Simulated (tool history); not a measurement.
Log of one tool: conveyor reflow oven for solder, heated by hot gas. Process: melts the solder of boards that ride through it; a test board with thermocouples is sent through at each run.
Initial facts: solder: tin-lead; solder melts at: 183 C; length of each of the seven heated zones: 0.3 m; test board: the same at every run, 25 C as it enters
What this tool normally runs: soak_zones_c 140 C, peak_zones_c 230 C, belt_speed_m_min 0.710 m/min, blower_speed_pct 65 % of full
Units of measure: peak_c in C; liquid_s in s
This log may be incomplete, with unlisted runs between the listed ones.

run,hour,soak_zones_c,peak_zones_c,belt_speed_m_min,blower_speed_pct,peak_c,liquid_s
1,0.0,140,230,0.710,65,212.01,35.16
2,24.2,151,230,0.710,65,214.51,39.89
3,63.1,151,230,0.710,65,214.13,39.79
# hour 75.8: flux residue cleaned out of gas plates and filters
4,98.8,151,230,0.710,65,215.32,40.70
5,120.0,151,230,0.710,65,215.25,40.69
6,169.8,140,232,0.710,65,214.50,36.94
7,199.4,140,230,0.710,65,212.93,35.85
# hour 207.9: thermocouples of zones 6 and 7 changed
8,248.5,140,230,0.710,61,209.49,33.73
9,284.8,140,230,0.710,61,209.43,33.63
10,331.6,140,230,0.710,65,210.68,34.66
# hour 357.5: belt drive overhauled, speed set with a stopwatch
# hour 369.9: flux residue cleaned out of gas plates and filters
11,383.9,140,230,0.710,65,211.18,34.56
12,422.8,140,230,0.710,65,211.34,34.29
13,459.6,140,230,0.710,54,206.60,30.54
14,481.1,140,230,0.710,54,206.60,30.54
15,514.8,140,230,0.710,65,211.06,34.36
16,560.0,140,230,0.710,51,204.98,28.76
17,588.3,132,242,0.761,54,210.31,28.81
18,611.9,146,243,0.617,65,227.39,50.93
19,646.9,140,239,0.580,86,229.97,54.32
# hour 656.4: flux residue cleaned out of gas plates and filters
20,696.1,140,239,0.580,86,231.00,54.71
21,735.4,140,230,0.710,65,211.75,35.01
22,767.6,140,230,0.710,65,211.71,34.81
23,816.0,140,230,0.710,65,211.65,34.64
24,863.9,140,230,0.710,65,211.41,34.65
25,899.1,140,230,0.710,65,211.31,34.59
26,921.7,140,237,0.710,80,221.77,40.62
# hour 943.4: flux residue cleaned out of gas plates and filters
27,967.3,140,244,0.585,72,232.65,55.03
28,1005.9,147,244,0.753,60,221.06,39.03
29,1031.0,142,222,0.713,65,205.90,31.56
30,1067.9,137,230,0.763,54,203.86,25.51

For some of the steps in peak_c from one run to the next: how much would appear even if the tool had no hidden state, given the settings, what came in and random variation, and how much remains for the hidden state plus any gauge scatter that the measured result and the result without hidden state don't share?
What the log doesn't record here: heat that the gas passes to the board, % of a clean oven's; belt's true speed, % of the reading; true gas temperature in zones 6 and 7 over the reading, C; drift of the gauge itself on peak_c, C; drift of the gauge itself on liquid_s, %.
Run 3 -> 4: flux residue cleaned out of gas plates and filters. peak_c +1.19 C: hidden state +1.23, all else -0.04.
Run 7 -> 8: blower_speed_pct 65 -> 61, thermocouples of zones 6 and 7 changed. peak_c -3.44 C: hidden state -1.84, all else -1.60.
Run 17 -> 18: soak_zones_c 132 -> 146, peak_zones_c 242 -> 243, belt_speed_m_min 0.761 -> 0.617, blower_speed_pct 54 -> 65. peak_c +17.08 C: hidden state +0.28, all else +16.80.
Run 20 -> 21: peak_zones_c 239 -> 230, belt_speed_m_min 0.580 -> 0.710, blower_speed_pct 86 -> 65. peak_c -19.25 C: hidden state -0.22, all else -19.03.
Run 26 -> 27: peak_zones_c 237 -> 244, belt_speed_m_min 0.710 -> 0.585, blower_speed_pct 80 -> 72, flux residue cleaned out of gas plates and filters. peak_c +10.88 C: hidden state +1.35, all else +9.53.
Run 28 -> 29: soak_zones_c 147 -> 142, peak_zones_c 244 -> 222, belt_speed_m_min 0.753 -> 0.713, blower_speed_pct 60 -> 65. peak_c -15.16 C: hidden state +0.00, all else -15.16.
